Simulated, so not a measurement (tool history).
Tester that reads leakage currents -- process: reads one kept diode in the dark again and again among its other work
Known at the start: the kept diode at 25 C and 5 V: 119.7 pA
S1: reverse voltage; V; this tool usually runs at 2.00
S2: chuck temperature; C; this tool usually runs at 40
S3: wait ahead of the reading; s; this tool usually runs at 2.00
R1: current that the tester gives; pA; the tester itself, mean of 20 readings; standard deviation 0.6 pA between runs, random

run	hour	S1	S2	S3	R1
1	0.0	2.00	40	2.00	204.64
2	146.7	2.00	40	2.00	203.39
3	250.0	2.00	40	2.00	204.91
4	393.2	2.00	40	2.00	205.41
5	473.7	2.00	40	2.00	207.11
6	544.3	2.00	40	2.00	206.21
7	664.9	4.06	40	2.00	315.51
8	733.2	4.06	40	2.00	314.21
9	845.8	1.47	23	4.05	53.46
10	958.9	1.47	23	4.05	53.17
11	1048.9	2.00	37	2.00	161.28
12	1117.4	2.00	37	2.00	161.94

Between the runs listed above, the log contained 1 entry, not reproduced here. Where in the sequence does each belong, and how does what the log doesn't record of the tool's condition differ from the listed run before to the listed run after?
Run 10 -> run 11: chuck's temperature calibrated (hour 1041.3)
  stray current of the dirty probe card, pA a volt: 0.579 -> 0.589; current scale over the true one, %: -0.73 -> -0.76; true chuck temperature over the reading, C: 0.73 -> -0.05
  measured result minus the result with no hidden state, R1: +3.19 -> -0.64 pA
